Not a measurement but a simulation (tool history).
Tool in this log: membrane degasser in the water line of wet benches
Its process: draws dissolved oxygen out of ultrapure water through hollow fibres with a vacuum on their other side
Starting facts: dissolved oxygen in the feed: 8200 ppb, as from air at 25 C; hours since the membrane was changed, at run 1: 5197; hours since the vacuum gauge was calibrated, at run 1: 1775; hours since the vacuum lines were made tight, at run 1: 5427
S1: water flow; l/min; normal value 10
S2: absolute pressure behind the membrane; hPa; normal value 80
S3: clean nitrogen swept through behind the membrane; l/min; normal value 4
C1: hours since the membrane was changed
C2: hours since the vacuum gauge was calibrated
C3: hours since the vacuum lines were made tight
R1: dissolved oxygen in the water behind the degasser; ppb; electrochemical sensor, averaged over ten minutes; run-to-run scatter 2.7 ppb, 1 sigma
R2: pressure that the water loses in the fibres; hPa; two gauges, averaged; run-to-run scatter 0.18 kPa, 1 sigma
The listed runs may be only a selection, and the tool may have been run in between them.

| run | hour | S1 | S2 | S3 | C1 | C2 | C3 | R1 | R2 |
|---|---|---|---|---|---|---|---|---|---|
| 1 | 0 | 10 | 80 | 4 | 5197 | 1775 | 5427 | 297.6 | 350.8 |
| 2 | 169.1 | 10 | 80 | 4 | 5366 | 1944 | 5596 | 301 | 356.3 |
| 3 | 247.1 | 10 | 80 | 4 | 5444 | 2022 | 5674 | 301.8 | 351.5 |
| 4 | 331 | 10 | 80 | 4 | 5528 | 2106 | 5758 | 294.4 | 355.8 |
| 5 | 499.9 | 10 | 80 | 4 | 5697 | 2275 | 5927 | 302.3 | 355.2 |
| 6 | 622.7 | 10 | 80 | 4 | 5820 | 2398 | 6050 | 303.6 | 355 |
| 7 | 781.3 | 10 | 80 | 4 | 5979 | 2556 | 6208 | 304.2 | 354.5 |
| 8 | 943.7 | 10 | 80 | 4 | 6141 | 2719 | 6371 | 302.9 | 355.5 |
| 9 | 1076.1 | 10 | 80 | 2.64 | 6273 | 2851 | 6503 | 320.6 | 358.3 |
| 10 | 1166.4 | 10 | 80 | 2.64 | 6364 | 2941 | 6594 | 319.4 | 356.5 |
| 11 | 1256.8 | 10 | 80 | 6.39 | 6454 | 3032 | 6684 | 298 | 349.9 |
| 12 | 1336.3 | 10 | 80 | 6.39 | 6534 | 3111 | 6763 | 299 | 354.7 |
| 13 | 1430.1 | 8 | 80 | 4 | 6627 | 3205 | 6857 | 222.3 | 282.6 |
| 14 | 1551 | 8 | 80 | 4 | 6748 | 3326 | 6978 | 227.8 | 284 |
| 15 | 1668.2 | 10 | 80 | 5.12 | 6866 | 3443 | 7095 | 306.7 | 357.3 |
| 16 | 1815.3 | 10 | 80 | 5.12 | 7013 | 3590 | 7242 | 307.8 | 355 |

Forecast run 17:
| 17 | 1961.5 | 10 | 80 | 4 | 7159 | 3736 | 7389 | ? | ? |

For run 17 the tool returned R1 309.3 ppb, R2 359.8 hPa.
Without the tool's hidden state the same run would have given R1 267 ppb, R2 343.4 hPa.

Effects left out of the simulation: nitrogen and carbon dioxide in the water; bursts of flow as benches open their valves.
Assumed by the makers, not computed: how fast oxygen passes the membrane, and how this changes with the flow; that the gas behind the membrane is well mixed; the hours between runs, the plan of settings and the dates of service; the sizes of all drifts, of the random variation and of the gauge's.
